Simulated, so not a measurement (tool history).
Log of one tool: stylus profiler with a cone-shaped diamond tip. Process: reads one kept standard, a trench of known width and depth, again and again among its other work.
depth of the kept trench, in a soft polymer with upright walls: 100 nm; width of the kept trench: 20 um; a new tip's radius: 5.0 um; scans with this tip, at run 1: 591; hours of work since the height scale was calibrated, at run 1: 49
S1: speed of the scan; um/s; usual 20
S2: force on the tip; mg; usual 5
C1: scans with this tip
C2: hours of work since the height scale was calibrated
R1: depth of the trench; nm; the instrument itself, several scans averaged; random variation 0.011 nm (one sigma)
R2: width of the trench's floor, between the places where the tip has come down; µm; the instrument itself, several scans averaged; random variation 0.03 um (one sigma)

run,hour,S1,S2,C1,C2,R1,R2
1,0,20,5,591,49,102.54,17.92
2,10,20,5,644,54,102.53,17.93
3,21.6,20,5,707,59,102.53,17.95
4,36.5,20,5,787,66,102.52,17.91
5,49,20,5,854,71,102.52,17.9
6,55.7,20,5,890,74,102.54,17.96
7,62.1,20,5,924,77,102.54,17.87
8,75.8,20,5,997,83,102.53,17.93
9,90.6,20,5,1077,90,102.54,17.9
10,99.5,20,5.46,1124,94,102.68,17.91
11,105.9,20,5.46,1159,97,102.68,17.94
12,112.7,20,5.46,1195,100,102.68,17.88
13,127.7,20,7.56,1275,107,103.35,17.92
14,139.8,15,3.3,1340,112,101.92,17.86
15,155.5,11,5,1424,119,102.53,17.97
16,166.1,46,13.35,1481,124,104.9,17.85
17,172.6,17,3.66,1516,127,102.05,17.91
# hour 174.3: height scale calibrated on a step standard
18,188.3,58,3.28,1597,6,101.91,17.75
19,198.2,30,14.9,1650,11,105.28,17.9
20,213.8,30,14.9,1734,18,105.26,17.89
# hour 225.9: height scale calibrated on a step standard, once more
21,227.6,30,14.9,1805,1,105.26,17.88
22,240.4,12,5,1874,6,102.52,17.9
23,248.6,50,5.22,1918,10,102.61,17.83
24,261.2,5,6.41,1985,16,103.01,17.94
25,273.9,11,9.3,2053,21,103.84,17.91
26,288.4,11,9.3,2131,28,103.84,17.89

Forecast each of these 5 alternatives for the next run:
A,296,33,9.28,2172,31,?,?
B,296,17,4.9,2172,31,?,?
C,296,9,3.07,2172,31,?,?
D,296,29,10.69,2172,31,?,?
E,296,19,3.35,2172,31,?,?

run,R1,R2
A,103.85,17.85
B,102.5,17.8
C,101.82,17.87
D,104.22,17.89
E,101.96,17.91
Without the tool's hidden state the same runs would have given:
run,R1,R2
A,103.83,17.94
B,102.48,17.9
C,101.81,17.97
D,104.2,17.99
E,101.95,18
